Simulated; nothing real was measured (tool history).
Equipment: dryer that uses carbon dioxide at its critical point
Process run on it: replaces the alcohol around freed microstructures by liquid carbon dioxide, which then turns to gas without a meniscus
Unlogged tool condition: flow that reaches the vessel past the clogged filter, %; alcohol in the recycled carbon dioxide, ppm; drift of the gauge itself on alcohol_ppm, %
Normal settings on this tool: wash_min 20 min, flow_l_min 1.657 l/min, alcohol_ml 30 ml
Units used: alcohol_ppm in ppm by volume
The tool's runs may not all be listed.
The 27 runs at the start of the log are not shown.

| run | hour | wash_min | flow_l_min | alcohol_ml | hours of work since the filter was changed | hours of work since the purifier's bed was changed | alcohol_ppm |
|---|---|---|---|---|---|---|---|
| 28 | 362.7 | 18 | 1.93 | 30 | 118 | 581 | 48 |
| 29 | 380.1 | 20 | 2.1 | 116 | 129 | 592 | 40 |
| 30 | 395.2 | 27 | 1.657 | 30 | 138 | 601 | 45 |
| 31 | 409.3 | 20 | 1.66 | 30 | 146 | 610 | 43 |
| 32 | 421.6 | 20 | 1.85 | 61 | 154 | 617 | 46 |
| 33 | 437.8 | 20 | 1.64 | 30 | 164 | 627 | 41 |
| 34 | 454.8 | 20 | 1.64 | 30 | 174 | 638 | 55 |
| 35 | 465.6 | 20 | 1.64 | 30 | 181 | 644 | 47 |
| 36 | 478.1 | 28 | 1.28 | 63 | 189 | 652 | 48 |
| 37 | 490.8 | 28 | 1.28 | 63 | 196 | 660 | 52 |
| 38 | 498 | 28 | 1.28 | 58 | 201 | 664 | 46 |
| 39 | 506.5 | 28 | 1.28 | 58 | 206 | 669 | 48 |
| 40 | 521.2 | 23 | 2.4 | 30 | 215 | 678 | 34 |
| 41 | 535.8 | 20 | 2.03 | 30 | 224 | 687 | 43 |
| 42 | 549 | 20 | 1.96 | 25 | 232 | 695 | 48 |
| 43 | 557.8 | 25 | 1.16 | 25 | 237 | 701 | 58 |
| 44 | 572.7 | 22 | 1.88 | 61 | 246 | 710 | 45 |

Branching from run 44: 3 alternative next runs. What would each branch give?
| A | 587.7 | 14 | 1.88 | 119 | 256 | 719 | ? |
| B | 587.7 | 12 | 1.76 | 86 | 256 | 719 | ? |
| C | 587.7 | 26 | 1.07 | 57 | 256 | 719 | ? |

| run | alcohol_ppm |
|---|---|
| A | 183 |
| B | 331 |
| C | 83 |
Take away the tool's hidden state, keep each run's random variation, and the runs would have read:
| run | alcohol_ppm |
|---|---|
| A | 105 |
| B | 220 |
| C | 26 |

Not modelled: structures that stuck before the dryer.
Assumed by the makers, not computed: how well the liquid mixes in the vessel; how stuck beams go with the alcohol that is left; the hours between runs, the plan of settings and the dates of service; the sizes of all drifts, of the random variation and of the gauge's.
